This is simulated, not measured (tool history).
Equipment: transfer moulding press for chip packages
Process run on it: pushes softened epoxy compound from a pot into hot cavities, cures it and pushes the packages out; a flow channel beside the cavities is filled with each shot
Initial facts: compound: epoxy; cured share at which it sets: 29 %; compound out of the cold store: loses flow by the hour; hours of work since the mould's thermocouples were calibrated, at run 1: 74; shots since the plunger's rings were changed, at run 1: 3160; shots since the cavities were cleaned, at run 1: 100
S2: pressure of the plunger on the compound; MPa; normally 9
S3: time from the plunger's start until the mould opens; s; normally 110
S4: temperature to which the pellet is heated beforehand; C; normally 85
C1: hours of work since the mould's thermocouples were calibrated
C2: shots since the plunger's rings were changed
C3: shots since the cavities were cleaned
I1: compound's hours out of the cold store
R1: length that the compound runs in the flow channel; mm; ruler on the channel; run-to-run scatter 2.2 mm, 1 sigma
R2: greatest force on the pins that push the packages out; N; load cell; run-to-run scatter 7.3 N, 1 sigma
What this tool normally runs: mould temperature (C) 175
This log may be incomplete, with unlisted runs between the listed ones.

Run 1, hour 0: usual settings; C1 74; C2 3160; C3 100; I1 15. Result: R1 555 mm, R2 474 N.
Run 2, hour 9.9: usual settings; C1 81; C2 3282; C3 222; I1 10.8. Result: R1 566 mm, R2 496 N.
Run 3, hour 22.4: usual settings; C1 90; C2 3435; C3 375; I1 22.6. Result: R1 525 mm, R2 524 N.
At hour 35.9: cavities cleaned with cleaning compound and waxed.
Run 4, hour 40.8: usual settings; C1 103; C2 3643; C3 60; I1 46.1. Result: R1 458 mm, R2 449 N.
Run 5, hour 52.8: usual settings; C1 112; C2 3790; C3 207; I1 47.6. Result: R1 450 mm, R2 487 N.
Run 6, hour 61.2: usual settings but S2 8.64 MPa; C1 118; C2 3892; C3 309; I1 26.3. Result: R1 500 mm, R2 528 N.
Run 7, hour 70.6: usual settings but S2 8.64 MPa; C1 125; C2 4008; C3 425; I1 10.9. Result: R1 549 mm, R2 534 N.
At hour 79.9: cavities cleaned with cleaning compound and waxed.
Run 8, hour 91.6: usual settings but S2 7.05 MPa; C1 140; C2 4247; C3 143; I1 34.1. Result: R1 429 mm, R2 473 N.
Run 9, hour 111.4: usual settings but S4 95 C; C1 155; C2 4490; C3 386; I1 39.8. Result: R1 465 mm, R2 537 N.
At hour 124: cavities cleaned with cleaning compound and waxed.
At hour 128.2: plunger's sealing rings changed.
Run 10, hour 132.6: usual settings but S4 95 C; C1 168; C2 53; C3 74; I1 32.8. Result: R1 518 mm, R2 450 N.
Run 11, hour 143.4: usual settings but S4 95 C; C1 176; C2 186; C3 207; I1 9.9. Result: R1 600 mm, R2 497 N.
At hour 146.5: mould's thermocouples calibrated.
Run 12, hour 162.7: usual settings but mould temperature (C) 168; C1 12; C2 398; C3 419; I1 41.7. Result: R1 504 mm, R2 744 N.
At hour 173.8: cavities cleaned with cleaning compound and waxed.
Run 13, hour 174.3: usual settings but mould temperature (C) 168; C1 20; C2 522; C3 7; I1 25.2. Result: R1 556 mm, R2 646 N.
Run 14, hour 190: usual settings but mould temperature (C) 168, S4 88 C; C1 31; C2 714; C3 199; I1 10.5. Result: R1 604 mm, R2 746 N.
Run 15, hour 199.5: usual settings but mould temperature (C) 168, S4 88 C; C1 39; C2 831; C3 316; I1 15.1. Result: R1 591 mm, R2 757 N.
Run 16, hour 208.4: usual settings but mould temperature (C) 168, S4 88 C; C1 45; C2 940; C3 425; I1 9.6. Result: R1 611 mm, R2 851 N.
At hour 216: mould's thermocouples calibrated, once more.
At hour 220: cavities cleaned with cleaning compound and waxed.
Run 17, hour 227.6: usual settings but mould temperature (C) 168, S2 8.94 MPa, S3 135 s, S4 83 C; C1 8; C2 1132; C3 93; I1 8.4. Result: R1 613 mm, R2 496 N.
Run 18, hour 239.2: usual settings but S3 147 s, S4 83 C; C1 16; C2 1275; C3 236; I1 23.1. Result: R1 542 mm, R2 451 N.
Run 19, hour 254.2: usual settings but mould temperature (C) 179, S4 79 C; C1 28; C2 1459; C3 420; I1 44.1. Result: R1 474 mm, R2 504 N.
At hour 264: cavities cleaned with cleaning compound and waxed.
Run 20, hour 268.9: usual settings but mould temperature (C) 179, S4 79 C; C1 37; C2 1621; C3 60; I1 8.3. Result: R1 581 mm, R2 425 N.
Run 21, hour 279.6: usual settings but mould temperature (C) 179, S4 79 C; C1 45; C2 1752; C3 191; I1 8.6. Result: R1 580 mm, R2 463 N.
Run 22, hour 296.7: usual settings but mould temperature (C) 176, S3 119 s; C1 58; C2 1962; C3 401; I1 45.1. Result: R1 467 mm, R2 491 N.
At hour 309.4: cavities cleaned with cleaning compound and waxed.
Run 23, hour 309.6: usual settings but mould temperature (C) 169, S2 10.89 MPa, S3 139 s, S4 82 C; C1 67; C2 2103; C3 4; I1 13.9. Result: R1 640 mm, R2 422 N.
Run 24, hour 323.7: usual settings but S2 10.06 MPa, S4 86 C; C1 77; C2 2275; C3 176; I1 36.7. Result: R1 514 mm, R2 464 N.
Run 25, hour 333.7: usual settings but S2 7.19 MPa, S4 81 C; C1 85; C2 2398; C3 299; I1 27. Result: R1 468 mm, R2 523 N.
Run 26, hour 346.6: usual settings but mould temperature (C) 169, S2 7.68 MPa, S3 150 s, S4 83 C; C1 95; C2 2556; C3 457; I1 24.3. Result: R1 500 mm, R2 499 N.
At hour 354.3: cavities cleaned with cleaning compound and waxed.
Run 27, hour 357: usual settings but mould temperature (C) 179, S4 95 C; C1 101; C2 2665; C3 33; I1 10.5. Result: R1 567 mm, R2 429 N.
Run 28, hour 373.2: usual settings but mould temperature (C) 179, S3 106 s, S4 75 C; C1 113; C2 2863; C3 231; I1 33.8. Result: R1 493 mm, R2 482 N.
Run 29, hour 385.2: usual settings but mould temperature (C) 174, S2 6.86 MPa, S3 106 s, S4 75 C; C1 122; C2 3010; C3 378; I1 33.7. Result: R1 436 mm, R2 578 N.

Forecast each of these 3 alternatives for the next run:
At hour 399.5: cavities cleaned with cleaning compound and waxed.
Run A, hour 403: usual settings but mould temperature (C) 174, S2 9.55 MPa, S3 100 s, S4 84 C; C1 135; C2 3211; C3 43; I1 36.4. Result: R1 ?, R2 ?.
At hour 399.5: cavities cleaned with cleaning compound and waxed.
Run B, hour 403: usual settings but S2 6.86 MPa, S3 106 s, S4 75 C; C1 135; C2 3211; C3 43; I1 28.2. Result: R1 ?, R2 ?.
At hour 399.5: cavities cleaned with cleaning compound and waxed.
Run C, hour 403: usual settings but mould temperature (C) 174, S2 6.86 MPa, S3 106 s, S4 79 C; C1 135; C2 3211; C3 43; I1 22.2. Result: R1 ?, R2 ?.

run   R1   R2
  A  506  516
  B  446  478
  C  463  519
With no hidden state in the tool, these same runs would have given:
run   R1   R2
  A  532  487
  B  468  452
  C  486  490

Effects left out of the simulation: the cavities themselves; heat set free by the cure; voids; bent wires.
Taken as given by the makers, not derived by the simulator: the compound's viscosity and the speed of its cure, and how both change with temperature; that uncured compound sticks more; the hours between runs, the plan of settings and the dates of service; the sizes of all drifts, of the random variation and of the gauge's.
